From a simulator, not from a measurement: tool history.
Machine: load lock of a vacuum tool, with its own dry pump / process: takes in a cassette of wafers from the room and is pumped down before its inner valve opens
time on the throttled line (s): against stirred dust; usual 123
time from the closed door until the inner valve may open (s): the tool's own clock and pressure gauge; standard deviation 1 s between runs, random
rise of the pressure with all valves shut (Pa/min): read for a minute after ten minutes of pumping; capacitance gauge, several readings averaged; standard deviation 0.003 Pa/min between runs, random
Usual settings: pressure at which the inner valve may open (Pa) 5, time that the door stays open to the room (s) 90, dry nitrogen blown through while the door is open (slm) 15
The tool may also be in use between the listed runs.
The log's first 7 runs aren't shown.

| run | hour | time on the throttled line (s) | pressure at which the inner valve may open (Pa) | time that the door stays open to the room (s) | dry nitrogen blown through while the door is open (slm) | incoming humidity of the room's air, % | time from the closed door until the inner valve may open (s) | rise of the pressure with all valves shut (Pa/min) |
|---|---|---|---|---|---|---|---|---|
| 8 | 1511 | 123 | 5 | 90 | 15 | 42.3 | 177.3 | 0.052 |
| 9 | 1705.7 | 123 | 5 | 90 | 15 | 46.1 | 176.3 | 0.044 |
| 10 | 1978.2 | 123 | 5 | 90 | 15 | 46 | 175.7 | 0.05 |
| 11 | 2220.5 | 123 | 5 | 95 | 15 | 46.9 | 175.8 | 0.062 |
| 12 | 2498.4 | 123 | 5 | 95 | 15 | 41.3 | 176 | 0.056 |
| 13 | 2773.1 | 123 | 5 | 95 | 15 | 47.3 | 175.7 | 0.07 |
| 14 | 3109 | 123 | 5 | 90 | 15 | 43.9 | 175.2 | 0.077 |
| 15 | 3286.5 | 123 | 5 | 90 | 15 | 44.8 | 177.2 | 0.079 |
| 16 | 3581.3 | 123 | 5 | 90 | 14 | 43.2 | 175.5 | 0.08 |
| 17 | 3791.6 | 123 | 5 | 90 | 14 | 40.8 | 177.1 | 0.083 |
| 18 | 3971.1 | 123 | 5 | 154 | 15 | 48.7 | 178.9 | 0.104 |
| 19 | 4267.9 | 195 | 5 | 25 | 15 | 43.3 | 242.5 | 0.081 |
| 20 | 4530.4 | 167 | 6 | 161 | 17 | 47 | 214 | 0.11 |
| 21 | 4691.8 | 239 | 5 | 113 | 8 | 44.4 | 277.2 | 0.115 |
| 22 | 4912 | 239 | 8 | 180 | 8 | 43.3 | 272.2 | 0.125 |
| 23 | 5149.7 | 239 | 10 | 180 | 8 | 40.8 | 277.7 | 0.132 |
| 24 | 5294 | 123 | 5 | 25 | 15 | 48.6 | 176.8 | 0.114 |
| 25 | 5616.8 | 123 | 5 | 25 | 15 | 44.1 | 178.6 | 0.116 |
| 26 | 5765.9 | 72 | 7 | 90 | 15 | 44.9 | 129.4 | 0.134 |
| 27 | 5925.9 | 72 | 7 | 90 | 15 | 47.6 | 130.8 | 0.138 |
| 28 | 6242 | 123 | 5 | 90 | 18 | 44 | 176.6 | 0.147 |
| 29 | 6564.9 | 123 | 5 | 90 | 18 | 46.3 | 178.5 | 0.155 |
| 30 | 6814.8 | 144 | 5 | 118 | 26 | 41.9 | 200.1 | 0.162 |
| 31 | 7119.2 | 144 | 5 | 118 | 26 | 45.1 | 198.5 | 0.173 |
| 32 | 7418.2 | 123 | 9 | 90 | 15 | 49.4 | 173.7 | 0.188 |

Run 33, settings as shown, results not yet in. Your forecast:
| 33 | 7616.3 | 70 | 7 | 80 | 15 | 44.2 | ? | ? |

{"run 33": {"time from the closed door until the inner valve may open (s)": 130.1, "rise of the pressure with all valves shut (Pa/min)": 0.192}}
Were there no unlogged condition in the tool, this run, its random variation unchanged, would have produced time from the closed door until the inner valve may open (s) 127.3, rise of the pressure with all valves shut (Pa/min) 0.033.

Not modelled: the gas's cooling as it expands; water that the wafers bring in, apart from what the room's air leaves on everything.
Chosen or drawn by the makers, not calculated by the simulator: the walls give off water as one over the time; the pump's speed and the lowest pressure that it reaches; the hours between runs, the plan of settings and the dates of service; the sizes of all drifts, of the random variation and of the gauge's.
